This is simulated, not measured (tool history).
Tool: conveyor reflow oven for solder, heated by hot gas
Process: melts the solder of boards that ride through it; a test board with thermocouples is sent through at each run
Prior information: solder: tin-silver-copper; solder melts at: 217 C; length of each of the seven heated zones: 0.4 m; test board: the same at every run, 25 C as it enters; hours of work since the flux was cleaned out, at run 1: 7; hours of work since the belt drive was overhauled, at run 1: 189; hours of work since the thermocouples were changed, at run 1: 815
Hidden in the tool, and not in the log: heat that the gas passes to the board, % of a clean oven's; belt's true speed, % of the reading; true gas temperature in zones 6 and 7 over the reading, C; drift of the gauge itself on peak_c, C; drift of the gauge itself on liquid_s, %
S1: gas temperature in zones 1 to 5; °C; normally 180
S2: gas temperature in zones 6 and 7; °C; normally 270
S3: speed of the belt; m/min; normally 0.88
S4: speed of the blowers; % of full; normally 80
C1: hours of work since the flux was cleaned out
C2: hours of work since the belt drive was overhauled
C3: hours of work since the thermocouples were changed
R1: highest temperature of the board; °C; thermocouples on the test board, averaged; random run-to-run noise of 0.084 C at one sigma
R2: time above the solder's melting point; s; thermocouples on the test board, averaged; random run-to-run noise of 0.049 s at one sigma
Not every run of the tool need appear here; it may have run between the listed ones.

run	hour	S1	S2	S3	S4	C1	C2	C3	R1	R2
1	0	180	270	0.88	80	7	189	815	257.59	44.99
2	11.9	180	270	0.88	80	14	197	823	257.59	44.98
3	19.8	180	270	0.88	80	19	202	828	257.43	44.92
4	32.2	180	270	0.88	80	27	209	835	257.43	44.91
5	39.7	180	270	0.88	85	31	214	840	258.31	45.23
6	49.5	180	270	1.023	80	37	220	846	252.66	36.03
7	60.3	180	270	1.023	80	44	227	853	252.56	35.94
8	67.6	180	274	0.88	80	48	231	857	261	46.38
9	79.5	180	274	0.88	80	56	238	864	260.78	46.37
10	87	180	274	0.88	80	60	243	869	260.78	46.27
11	93.1	179	270	0.88	80	64	247	873	257.2	44.58

3 ways to go on from here, each from the tool as it stands after run 11. What would each give?
A	101	179	270	0.88	61	69	252	878	?	?
B	101	180	284	0.774	80	69	252	878	?	?
C	101	180	278	0.86	80	69	252	878	?	?

run	R1	R2
A	253.29	42.14
B	273.46	57.63
C	265.09	48.91
Without the tool's hidden state the same runs would have given:
run	R1	R2
A	251.9	41.39
B	271.93	57.05
C	263.65	48.32
